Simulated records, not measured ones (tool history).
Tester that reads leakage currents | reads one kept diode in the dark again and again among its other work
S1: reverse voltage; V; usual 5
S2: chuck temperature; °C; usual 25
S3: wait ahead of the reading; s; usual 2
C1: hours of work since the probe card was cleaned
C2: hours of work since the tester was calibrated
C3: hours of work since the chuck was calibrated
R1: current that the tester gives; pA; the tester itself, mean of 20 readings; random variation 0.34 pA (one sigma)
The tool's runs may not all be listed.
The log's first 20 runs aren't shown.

run 21 day=62.938 | S1=5 S2=25 S3=2 | C1=972 C2=906 C3=375 | R1=112.14
run 22 day=66.483 | S1=11.03 S2=42 S3=1.96 | C1=1012 C2=946 C3=416 | R1=683.9
run 23 day=70.6 | S1=11.03 S2=42 S3=1.96 | C1=1058 C2=993 C3=462 | R1=681.06
run 24 day=73.671 | S1=11.03 S2=42 S3=1.72 | C1=1093 C2=1028 C3=497 | R1=678.1
run 25 day=75.692 | S1=1.63 S2=38 S3=3.28 | C1=1116 C2=1051 C3=520 | R1=242.02
run 26 day=78.467 | S1=1.63 S2=38 S3=3.28 | C1=1148 C2=1082 C3=551 | R1=240.86
run 27 day=80.938 | S1=18.8 S2=38 S3=3.28 | C1=1176 C2=1110 C3=579 | R1=579.73
run 28 day=83.367 | S1=18.8 S2=31 S3=9.37 | C1=1203 C2=1138 C3=607 | R1=316.65
run 29 day=85.712 | S1=18.8 S2=31 S3=9.37 | C1=1230 C2=1164 C3=634 | R1=315.23
run 30 day=87.812 | S1=8 S2=49 S3=0.47 | C1=1254 C2=1188 C3=657 | R1=1076.42
run 31 day=90.042 | S1=8 S2=37 S3=2.06 | C1=1279 C2=1214 C3=683 | R1=384.26
run 32 day=93.433 | S1=1.79 S2=51 S3=8.04 | C1=1317 C2=1252 C3=721 | R1=744.06
run 33 day=96.158 | S1=5 S2=34 S3=0.42 | C1=1348 C2=1283 C3=752 | R1=250.67
run 34 day=99.092 | S1=6.41 S2=26 S3=0.74 | C1=1382 C2=1316 C3=785 | R1=134.79
run 35 day=102.442 | S1=7.07 S2=48 S3=2.72 | C1=1420 C2=1354 C3=823 | R1=927.02
run 36 day=104.508 | S1=5.7 S2=38 S3=0.45 | C1=1443 C2=1378 C3=847 | R1=369.02
-- day=105.412 chuck's temperature calibrated
run 37 day=106.433 | S1=5.7 S2=38 S3=0.45 | C1=1464 C2=1399 C3=12 | R1=405.89
run 38 day=109.012 | S1=5.7 S2=38 S3=0.45 | C1=1493 C2=1428 C3=41 | R1=405.04
run 39 day=112.133 | S1=2.86 S2=38 S3=0.65 | C1=1529 C2=1463 C3=76 | R1=313.47
run 40 day=114.95 | S1=1.62 S2=49 S3=8.9 | C1=1561 C2=1495 C3=108 | R1=650.71
run 41 day=118.058 | S1=1.62 S2=49 S3=8.9 | C1=1596 C2=1530 C3=143 | R1=646.58

Forecast each of these 3 alternatives for the next run:
run A day=120.108 | S1=1.62 S2=49 S3=1.43 | C1=1619 C2=1554 C3=167 | R1=?
run B day=120.108 | S1=5 S2=26 S3=1.08 | C1=1619 C2=1554 C3=167 | R1=?
run C day=120.108 | S1=3.54 S2=49 S3=8.9 | C1=1619 C2=1554 C3=167 | R1=?

run=A R1=646.79
run=B R1=131.47
run=C R1=848.78
Without the tool's hidden state the same runs would have given:
run=A R1=652.39
run=B R1=125.37
run=C R1=853.85
